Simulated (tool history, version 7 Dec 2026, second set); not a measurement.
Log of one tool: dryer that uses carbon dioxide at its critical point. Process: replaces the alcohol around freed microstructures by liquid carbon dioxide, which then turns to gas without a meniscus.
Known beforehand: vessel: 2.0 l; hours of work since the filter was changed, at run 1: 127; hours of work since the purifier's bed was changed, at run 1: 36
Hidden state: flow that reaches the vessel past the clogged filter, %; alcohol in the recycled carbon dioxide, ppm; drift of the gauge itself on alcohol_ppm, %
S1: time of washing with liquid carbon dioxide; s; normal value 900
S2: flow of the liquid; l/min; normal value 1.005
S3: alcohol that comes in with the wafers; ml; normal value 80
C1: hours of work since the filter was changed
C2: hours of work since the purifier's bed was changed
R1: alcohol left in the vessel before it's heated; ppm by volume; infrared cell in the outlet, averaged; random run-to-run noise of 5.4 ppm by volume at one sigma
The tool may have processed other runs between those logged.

{"run": 1, "hour": 0.0, "S1": 900, "S2": 1.005, "S3": 80, "C1": 127, "C2": 36, "R1": 209}
{"run": 2, "hour": 5.3, "S1": 900, "S2": 0.65, "S3": 80, "C1": 131, "C2": 39, "R1": 1472}
{"run": 3, "hour": 12.3, "S1": 900, "S2": 0.65, "S3": 80, "C1": 135, "C2": 44, "R1": 1439}
{"run": 4, "hour": 21.3, "S1": 900, "S2": 0.65, "S3": 80, "C1": 140, "C2": 49, "R1": 1456}
{"run": 5, "hour": 33.4, "S1": 900, "S2": 1.005, "S3": 80, "C1": 148, "C2": 56, "R1": 234}
{"run": 6, "hour": 41.3, "S1": 900, "S2": 1.005, "S3": 80, "C1": 152, "C2": 61, "R1": 248}
{"run": 7, "hour": 53.1, "S1": 900, "S2": 1.005, "S3": 80, "C1": 159, "C2": 68, "R1": 252}
{"run": 8, "hour": 63.2, "S1": 900, "S2": 1.46, "S3": 80, "C1": 165, "C2": 74, "R1": 27}
{"run": 9, "hour": 68.7, "S1": 900, "S2": 1.005, "S3": 80, "C1": 169, "C2": 78, "R1": 255}
{"hour": 71.2, "done": "inlet filter changed"}
{"run": 10, "hour": 75.9, "S1": 900, "S2": 1.005, "S3": 80, "C1": 3, "C2": 81, "R1": 147}
{"run": 11, "hour": 85.5, "S1": 900, "S2": 1.005, "S3": 80, "C1": 9, "C2": 87, "R1": 147}
{"run": 12, "hour": 91.1, "S1": 1140, "S2": 1.005, "S3": 80, "C1": 12, "C2": 90, "R1": 35}
{"run": 13, "hour": 103.3, "S1": 1140, "S2": 1.005, "S3": 80, "C1": 19, "C2": 98, "R1": 40}
{"run": 14, "hour": 112.4, "S1": 1140, "S2": 1.005, "S3": 80, "C1": 25, "C2": 103, "R1": 46}
{"run": 15, "hour": 118.1, "S1": 1140, "S2": 1.005, "S3": 80, "C1": 28, "C2": 107, "R1": 43}
{"run": 16, "hour": 123.5, "S1": 780, "S2": 1.005, "S3": 80, "C1": 31, "C2": 110, "R1": 311}
{"run": 17, "hour": 135.5, "S1": 900, "S2": 1.005, "S3": 22, "C1": 39, "C2": 117, "R1": 51}
{"run": 18, "hour": 148.1, "S1": 900, "S2": 1.005, "S3": 22, "C1": 46, "C2": 125, "R1": 61}
{"run": 19, "hour": 160.7, "S1": 900, "S2": 1.005, "S3": 22, "C1": 54, "C2": 132, "R1": 60}
{"run": 20, "hour": 167.3, "S1": 900, "S2": 1.005, "S3": 22, "C1": 58, "C2": 136, "R1": 54}
{"run": 21, "hour": 173.7, "S1": 900, "S2": 1.005, "S3": 22, "C1": 62, "C2": 140, "R1": 62}
{"run": 22, "hour": 181.4, "S1": 600, "S2": 0.94, "S3": 22, "C1": 66, "C2": 145, "R1": 386}
{"run": 23, "hour": 186.7, "S1": 900, "S2": 0.94, "S3": 47, "C1": 70, "C2": 148, "R1": 153}
{"run": 24, "hour": 193.3, "S1": 900, "S2": 1.59, "S3": 109, "C1": 74, "C2": 152, "R1": 23}
{"run": 25, "hour": 204.9, "S1": 900, "S2": 1.59, "S3": 26, "C1": 81, "C2": 159, "R1": 21}
{"run": 26, "hour": 214.8, "S1": 1440, "S2": 1.05, "S3": 30, "C1": 87, "C2": 165, "R1": 17}
{"run": 27, "hour": 223.5, "S1": 1320, "S2": 0.86, "S3": 101, "C1": 92, "C2": 170, "R1": 79}
{"run": 28, "hour": 232.1, "S1": 720, "S2": 0.77, "S3": 50, "C1": 97, "C2": 175, "R1": 984}
{"run": 29, "hour": 240.7, "S1": 1080, "S2": 0.62, "S3": 70, "C1": 102, "C2": 181, "R1": 759}
{"run": 30, "hour": 245.9, "S1": 720, "S2": 1.53, "S3": 31, "C1": 105, "C2": 184, "R1": 40}
{"run": 31, "hour": 257.8, "S1": 660, "S2": 0.66, "S3": 115, "C1": 112, "C2": 191, "R1": 4989}
{"run": 32, "hour": 270.4, "S1": 780, "S2": 1.63, "S3": 20, "C1": 120, "C2": 199, "R1": 19}
{"run": 33, "hour": 279.3, "S1": 900, "S2": 1.26, "S3": 86, "C1": 125, "C2": 204, "R1": 75}
{"run": 34, "hour": 286.0, "S1": 1320, "S2": 1.005, "S3": 23, "C1": 129, "C2": 208, "R1": 24}
{"run": 35, "hour": 291.8, "S1": 960, "S2": 1.005, "S3": 33, "C1": 133, "C2": 211, "R1": 82}
{"run": 36, "hour": 299.0, "S1": 960, "S2": 1.005, "S3": 33, "C1": 137, "C2": 216, "R1": 84}
{"run": 37, "hour": 306.0, "S1": 540, "S2": 0.9, "S3": 40, "C1": 142, "C2": 220, "R1": 1326}
{"run": 38, "hour": 316.1, "S1": 540, "S2": 1.41, "S3": 40, "C1": 148, "C2": 226, "R1": 268}
{"run": 39, "hour": 322.6, "S1": 540, "S2": 1.41, "S3": 40, "C1": 152, "C2": 230, "R1": 266}
{"run": 40, "hour": 330.8, "S1": 540, "S2": 1.41, "S3": 40, "C1": 156, "C2": 235, "R1": 278}
{"run": 41, "hour": 342.2, "S1": 1320, "S2": 0.75, "S3": 53, "C1": 163, "C2": 242, "R1": 122}
{"run": 42, "hour": 350.3, "S1": 600, "S2": 1.71, "S3": 53, "C1": 168, "C2": 247, "R1": 88}

Branching from run 42: 5 alternative next runs. What would each branch give?
{"hour": 353.3, "done": "inlet filter changed"}
{"run": "A", "hour": 359.0, "S1": 1020, "S2": 1.28, "S3": 53, "C1": 3, "C2": 251, "R1": "?"}
{"hour": 353.3, "done": "inlet filter changed"}
{"run": "B", "hour": 359.0, "S1": 900, "S2": 1.005, "S3": 60, "C1": 3, "C2": 251, "R1": "?"}
{"hour": 353.3, "done": "inlet filter changed"}
{"run": "C", "hour": 359.0, "S1": 900, "S2": 1.64, "S3": 80, "C1": 3, "C2": 251, "R1": "?"}
{"hour": 353.3, "done": "inlet filter changed"}
{"run": "D", "hour": 359.0, "S1": 720, "S2": 0.83, "S3": 43, "C1": 3, "C2": 251, "R1": "?"}
{"hour": 353.3, "done": "inlet filter changed"}
{"run": "E", "hour": 359.0, "S1": 1140, "S2": 1.07, "S3": 110, "C1": 3, "C2": 251, "R1": "?"}

run=A R1=21
run=B R1=123
run=C R1=20
run=D R1=523
run=E R1=38
Without the tool's hidden state the same runs would have given:
run=A R1=11
run=B R1=109
run=C R1=9
run=D R1=502
run=E R1=27

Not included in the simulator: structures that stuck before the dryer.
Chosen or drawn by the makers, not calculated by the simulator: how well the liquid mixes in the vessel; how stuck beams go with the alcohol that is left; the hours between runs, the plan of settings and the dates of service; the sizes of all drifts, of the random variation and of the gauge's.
